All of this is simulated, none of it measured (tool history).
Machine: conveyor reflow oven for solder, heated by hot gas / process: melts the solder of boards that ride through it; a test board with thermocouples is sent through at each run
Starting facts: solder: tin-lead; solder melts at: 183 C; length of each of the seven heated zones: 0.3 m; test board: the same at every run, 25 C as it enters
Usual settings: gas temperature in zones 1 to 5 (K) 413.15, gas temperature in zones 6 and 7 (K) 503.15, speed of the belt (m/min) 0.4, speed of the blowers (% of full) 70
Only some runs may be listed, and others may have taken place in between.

run	hour	gas temperature in zones 1 to 5 (K)	gas temperature in zones 6 and 7 (K)	speed of the belt (m/min)	speed of the blowers (% of full)	highest temperature of the board (K)	time above the solder's melting point (s)
1	0	413.15	503.15	0.4	70	488.35	66.8
2	16.3	413.15	503.15	0.4	70	488.15	66.5
3	32.3	413.15	503.15	0.4	70	488.35	66.7
4	54	413.15	503.15	0.4	70	488.35	66.6
5	75.2	413.15	503.15	0.4	70	488.35	66.6
# hour 92.6: thermocouples of zones 6 and 7 changed
6	103.1	413.15	503.15	0.4	70	488.25	66.6
7	121.4	406.15	503.15	0.4	70	487.05	62.5
# hour 134.5: flux residue cleaned out of gas plates and filters
8	152.1	406.15	503.15	0.4	70	487.05	62.8
9	175.9	406.15	503.15	0.4	70	487.25	62.4
10	191.1	413.15	492.15	0.4	70	478.65	56.1
11	202.9	413.15	503.15	0.4	70	488.15	66.5
12	230.1	413.15	503.15	0.4	70	488.35	66.8
13	245.5	413.15	503.15	0.4	70	488.45	66.7
14	272	413.15	503.15	0.4	70	488.35	66.6
15	298.5	413.15	503.15	0.4	70	488.35	66.6
# hour 317.3: belt drive overhauled, speed set with a stopwatch
16	325.9	413.15	503.15	0.448	70	485.15	55.4
17	340.3	413.15	503.15	0.448	70	484.55	55.2
# hour 364.2: flux residue cleaned out of gas plates and filters
18	370.2	413.15	503.15	0.408	87	490.35	67.8
19	393.5	415.15	507.15	0.446	75	489.65	61
20	419.7	415.15	507.15	0.446	75	489.55	61.3
21	439.1	415.15	507.15	0.446	75	489.65	61.1
22	458.6	415.15	507.15	0.446	75	489.55	60.9
23	470.5	413.15	503.15	0.413	69	487.05	63.4
24	497.4	407.15	503.15	0.455	52	478.15	44
25	513	413.15	503.15	0.401	70	487.95	66.3
26	536.1	413.15	505.15	0.409	70	489.55	66
27	548	413.15	497.15	0.4	60	481.15	58.4
28	562.7	413.15	499.15	0.405	68	484.15	61.5
29	574.7	409.15	503.15	0.326	86	495.25	89.6
# hour 587.5: flux residue cleaned out of gas plates and filters
30	606.6	404.15	503.15	0.326	85	494.45	87

Consider 3 possible next runs. They are alternatives, not a sequence: every one starts from the tool as it was left by run 30. What does each give?
A	622.7	423.15	503.15	0.425	62	?	?
B	622.7	413.15	503.15	0.4	83	?	?
C	622.7	406.15	503.15	0.4	63	?	?

run	highest temperature of the board (K)	time above the solder's melting point (s)
A	487.05	64.9
B	490.25	69.1
C	485.85	60.9
With no hidden state in the tool, these same runs would have given:
run	highest temperature of the board (K)	time above the solder's melting point (s)
A	487.05	64.9
B	490.25	69.1
C	485.85	60.9
